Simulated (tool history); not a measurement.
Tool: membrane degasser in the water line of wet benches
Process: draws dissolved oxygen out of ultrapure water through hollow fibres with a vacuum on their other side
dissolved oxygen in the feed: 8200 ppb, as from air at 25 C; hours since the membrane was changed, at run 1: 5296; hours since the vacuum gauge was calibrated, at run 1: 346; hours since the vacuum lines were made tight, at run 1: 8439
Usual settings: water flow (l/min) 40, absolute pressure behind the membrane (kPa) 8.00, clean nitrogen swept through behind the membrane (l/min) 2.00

run	day	water flow (l/min)	absolute pressure behind the membrane (kPa)	clean nitrogen swept through behind the membrane (l/min)	hours since the membrane was changed	hours since the vacuum gauge was calibrated	hours since the vacuum lines were made tight	dissolved oxygen in the water behind the degasser (ppb)	pressure that the water loses in the fibres (kPa)
1	0.000	40	8.00	2.00	5296	346	8439	213.2	26.70
2	12.467	40	8.00	2.00	5595	646	8738	212.1	26.51
# day 18.538: seals of the vacuum lines changed
3	20.108	40	8.00	2.00	5776	827	38	212.5	26.67
4	30.021	40	8.00	2.00	6014	1065	276	215.3	26.23
5	38.725	40	8.00	2.00	6223	1274	485	213.0	26.46
6	44.175	40	8.00	2.00	6354	1405	615	216.3	26.50
7	49.517	40	8.00	2.00	6482	1533	743	213.3	26.61
8	57.671	27	8.00	2.00	6678	1729	939	149.4	17.81
9	64.100	27	8.00	2.00	6832	1883	1093	151.0	17.99
10	76.033	40	8.00	2.00	7118	2169	1380	217.9	26.51
11	87.896	40	8.00	2.00	7403	2454	1665	217.7	26.54
12	93.879	40	8.00	2.00	7547	2598	1808	217.9	26.33
13	104.771	40	19.04	2.00	7808	2859	2070	676.7	26.62
# day 112.921: gauge calibrated
14	114.550	40	8.00	2.00	8043	3094	2304	211.6	26.64
15	126.954	45	8.00	2.60	8341	3391	2602	191.3	30.00
16	137.133	40	8.00	0.90	8585	3636	2846	402.4	26.27
17	146.800	40	17.84	2.00	8817	3868	3078	624.1	26.53
18	155.038	55	15.97	0.87	9014	4065	3276	1305.3	36.32
19	166.958	47	4.97	2.25	9301	4351	3562	90.0	31.04
20	176.838	47	8.47	4.75	9538	4589	3799	131.5	30.95
21	183.888	47	8.47	4.75	9707	4758	3968	130.9	31.14
22	194.533	26	8.47	1.89	9962	5013	4224	169.3	17.38
23	201.767	45	17.94	1.34	10136	5187	4398	954.3	29.66
24	212.879	45	17.94	1.34	10403	5454	4664	963.6	29.59
25	224.521	40	5.95	4.67	10682	5733	4944	60.4	26.44
26	231.021	25	5.95	4.67	10838	5889	5100	36.8	16.81
27	238.483	25	5.95	4.67	11017	6068	5279	36.7	16.55
# day 244.575: vacuum gauge calibrated
28	247.992	25	5.95	4.67	11245	82	5506	36.8	16.48

4 ways to go on from here, each from the tool as it stands after run 28. What would each give?
A	257.508	38	5.95	1.37	11473	310	5735	?	?
B	257.508	51	4.93	2.96	11473	310	5735	?	?
C	257.508	49	8.00	2.00	11473	310	5735	?	?
D	257.508	34	8.33	5.67	11473	310	5735	?	?

run	dissolved oxygen in the water behind the degasser (ppb)	pressure that the water loses in the fibres (kPa)
A	168.6	25.15
B	80.5	34.16
C	265.3	32.35
D	77.2	22.59
Without the tool's hidden state the same runs would have given:
run	dissolved oxygen in the water behind the degasser (ppb)	pressure that the water loses in the fibres (kPa)
A	162.7	25.13
B	77.6	34.14
C	255.9	32.32
D	74.5	22.57
